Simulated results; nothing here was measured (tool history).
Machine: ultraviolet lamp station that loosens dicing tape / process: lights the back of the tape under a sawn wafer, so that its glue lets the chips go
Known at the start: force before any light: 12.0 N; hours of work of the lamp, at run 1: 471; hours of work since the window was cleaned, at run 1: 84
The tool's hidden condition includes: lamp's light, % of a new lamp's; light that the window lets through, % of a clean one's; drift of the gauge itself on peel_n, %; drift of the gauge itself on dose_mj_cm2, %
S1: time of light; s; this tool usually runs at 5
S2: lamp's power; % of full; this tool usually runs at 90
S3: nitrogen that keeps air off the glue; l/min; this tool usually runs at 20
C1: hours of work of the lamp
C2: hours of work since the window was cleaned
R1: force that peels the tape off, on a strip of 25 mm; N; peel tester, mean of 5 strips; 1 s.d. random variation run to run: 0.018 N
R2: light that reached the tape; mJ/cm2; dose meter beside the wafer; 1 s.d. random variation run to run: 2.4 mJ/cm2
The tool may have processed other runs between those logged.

{"run": 1, "day": 0.0, "S1": 5, "S2": 90, "S3": 20, "C1": 471, "C2": 84, "R1": 1.248, "R2": 216}
{"run": 2, "day": 0.362, "S1": 5, "S2": 90, "S3": 20, "C1": 477, "C2": 89, "R1": 1.288, "R2": 214}
{"run": 3, "day": 0.929, "S1": 5, "S2": 90, "S3": 20, "C1": 485, "C2": 98, "R1": 1.293, "R2": 208}
{"run": 4, "day": 1.658, "S1": 4, "S2": 90, "S3": 20, "C1": 496, "C2": 109, "R1": 1.982, "R2": 169}
{"run": 5, "day": 2.25, "S1": 4, "S2": 90, "S3": 20, "C1": 505, "C2": 118, "R1": 1.98, "R2": 169}
{"run": 6, "day": 2.988, "S1": 5, "S2": 85, "S3": 20, "C1": 517, "C2": 129, "R1": 1.46, "R2": 193}
{"run": 7, "day": 3.704, "S1": 5, "S2": 85, "S3": 20, "C1": 528, "C2": 140, "R1": 1.486, "R2": 197}
{"run": 8, "day": 4.458, "S1": 5, "S2": 85, "S3": 20, "C1": 539, "C2": 152, "R1": 1.552, "R2": 194}
{"run": 9, "day": 5.025, "S1": 5, "S2": 85, "S3": 20, "C1": 548, "C2": 160, "R1": 1.596, "R2": 193}
{"run": 10, "day": 5.5, "S1": 5, "S2": 85, "S3": 20, "C1": 555, "C2": 168, "R1": 1.642, "R2": 194}
{"run": 11, "day": 6.183, "S1": 5, "S2": 85, "S3": 20, "C1": 565, "C2": 178, "R1": 1.615, "R2": 190}
{"run": 12, "day": 6.583, "S1": 5, "S2": 85, "S3": 20, "C1": 572, "C2": 184, "R1": 1.569, "R2": 184}
{"run": 13, "day": 6.996, "S1": 5, "S2": 90, "S3": 20, "C1": 578, "C2": 190, "R1": 1.477, "R2": 199}
{"run": 14, "day": 7.7, "S1": 5, "S2": 90, "S3": 20, "C1": 589, "C2": 201, "R1": 1.479, "R2": 194}
{"run": 15, "day": 8.404, "S1": 5, "S2": 92, "S3": 20, "C1": 599, "C2": 212, "R1": 1.516, "R2": 201}
{"day": 8.5, "done": "window cleaned of glue's vapour"}
{"run": 16, "day": 9.208, "S1": 5, "S2": 92, "S3": 20, "C1": 611, "C2": 11, "R1": 1.751, "R2": 184}
{"run": 17, "day": 9.579, "S1": 5, "S2": 92, "S3": 20, "C1": 617, "C2": 17, "R1": 1.703, "R2": 185}
{"day": 9.733, "done": "window cleaned of glue's vapour, once more"}
{"run": 18, "day": 10.038, "S1": 5, "S2": 67, "S3": 20, "C1": 623, "C2": 5, "R1": 2.21, "R2": 158}
{"run": 19, "day": 10.625, "S1": 7, "S2": 90, "S3": 20, "C1": 633, "C2": 14, "R1": 0.679, "R2": 288}
{"run": 20, "day": 11.092, "S1": 6, "S2": 90, "S3": 20, "C1": 640, "C2": 21, "R1": 0.946, "R2": 247}
{"run": 21, "day": 11.688, "S1": 5, "S2": 90, "S3": 20, "C1": 649, "C2": 30, "R1": 1.416, "R2": 205}
{"run": 22, "day": 12.312, "S1": 10, "S2": 83, "S3": 12, "C1": 658, "C2": 39, "R1": 0.515, "R2": 378}
{"run": 23, "day": 12.796, "S1": 10, "S2": 83, "S3": 12, "C1": 666, "C2": 47, "R1": 0.55, "R2": 376}
{"run": 24, "day": 13.429, "S1": 10, "S2": 83, "S3": 12, "C1": 675, "C2": 56, "R1": 0.558, "R2": 371}
{"run": 25, "day": 13.979, "S1": 10, "S2": 72, "S3": 35, "C1": 684, "C2": 65, "R1": 0.415, "R2": 319}
{"run": 26, "day": 14.383, "S1": 3, "S2": 90, "S3": 20, "C1": 690, "C2": 71, "R1": 3.218, "R2": 124}
{"run": 27, "day": 15.092, "S1": 3, "S2": 85, "S3": 32, "C1": 701, "C2": 82, "R1": 3.101, "R2": 112}
{"run": 28, "day": 15.629, "S1": 5, "S2": 93, "S3": 20, "C1": 709, "C2": 90, "R1": 1.376, "R2": 202}
{"run": 29, "day": 16.042, "S1": 3, "S2": 90, "S3": 19, "C1": 715, "C2": 96, "R1": 3.424, "R2": 113}
{"run": 30, "day": 16.683, "S1": 2, "S2": 69, "S3": 30, "C1": 725, "C2": 106, "R1": 5.913, "R2": 59}
{"run": 31, "day": 17.229, "S1": 10, "S2": 75, "S3": 15, "C1": 733, "C2": 114, "R1": 0.653, "R2": 321}
{"run": 32, "day": 17.842, "S1": 10, "S2": 66, "S3": 15, "C1": 743, "C2": 124, "R1": 0.885, "R2": 283}
{"run": 33, "day": 18.275, "S1": 10, "S2": 66, "S3": 15, "C1": 749, "C2": 130, "R1": 0.9, "R2": 279}
{"run": 34, "day": 18.975, "S1": 10, "S2": 66, "S3": 15, "C1": 760, "C2": 141, "R1": 0.878, "R2": 279}
{"run": 35, "day": 19.504, "S1": 10, "S2": 66, "S3": 15, "C1": 768, "C2": 149, "R1": 0.902, "R2": 277}
{"run": 36, "day": 19.971, "S1": 10, "S2": 66, "S3": 15, "C1": 775, "C2": 156, "R1": 0.901, "R2": 271}
{"run": 37, "day": 20.483, "S1": 5, "S2": 95, "S3": 20, "C1": 783, "C2": 164, "R1": 1.52, "R2": 195}
{"run": 38, "day": 20.954, "S1": 5, "S2": 95, "S3": 20, "C1": 790, "C2": 171, "R1": 1.563, "R2": 195}
{"run": 39, "day": 21.496, "S1": 2, "S2": 66, "S3": 20, "C1": 798, "C2": 179, "R1": 6.643, "R2": 53}
{"run": 40, "day": 22.021, "S1": 2, "S2": 66, "S3": 20, "C1": 806, "C2": 187, "R1": 6.736, "R2": 52}
{"run": 41, "day": 22.592, "S1": 4, "S2": 90, "S3": 9, "C1": 815, "C2": 196, "R1": 3.583, "R2": 146}
{"run": 42, "day": 23.133, "S1": 4, "S2": 90, "S3": 9, "C1": 823, "C2": 204, "R1": 3.535, "R2": 141}

Alternative continuations, all from the tool just after run 42; predict every row:
{"run": "A", "day": 23.717, "S1": 3, "S2": 71, "S3": 8, "C1": 832, "C2": 213, "R1": "?", "R2": "?"}
{"run": "B", "day": 23.717, "S1": 7, "S2": 68, "S3": 9, "C1": 832, "C2": 213, "R1": "?", "R2": "?"}
{"run": "C", "day": 23.717, "S1": 5, "S2": 72, "S3": 11, "C1": 832, "C2": 213, "R1": "?", "R2": "?"}
{"run": "D", "day": 23.717, "S1": 4, "S2": 90, "S3": 24, "C1": 832, "C2": 213, "R1": "?", "R2": "?"}

run=A R1=5.944 R2=85
run=B R1=2.470 R2=191
run=C R1=3.417 R2=146
run=D R1=2.383 R2=141
What these runs would have given with no unlogged condition in the tool:
run=A R1=4.313 R2=125
run=B R1=1.254 R2=280
run=C R1=1.930 R2=213
run=D R1=1.199 R2=208

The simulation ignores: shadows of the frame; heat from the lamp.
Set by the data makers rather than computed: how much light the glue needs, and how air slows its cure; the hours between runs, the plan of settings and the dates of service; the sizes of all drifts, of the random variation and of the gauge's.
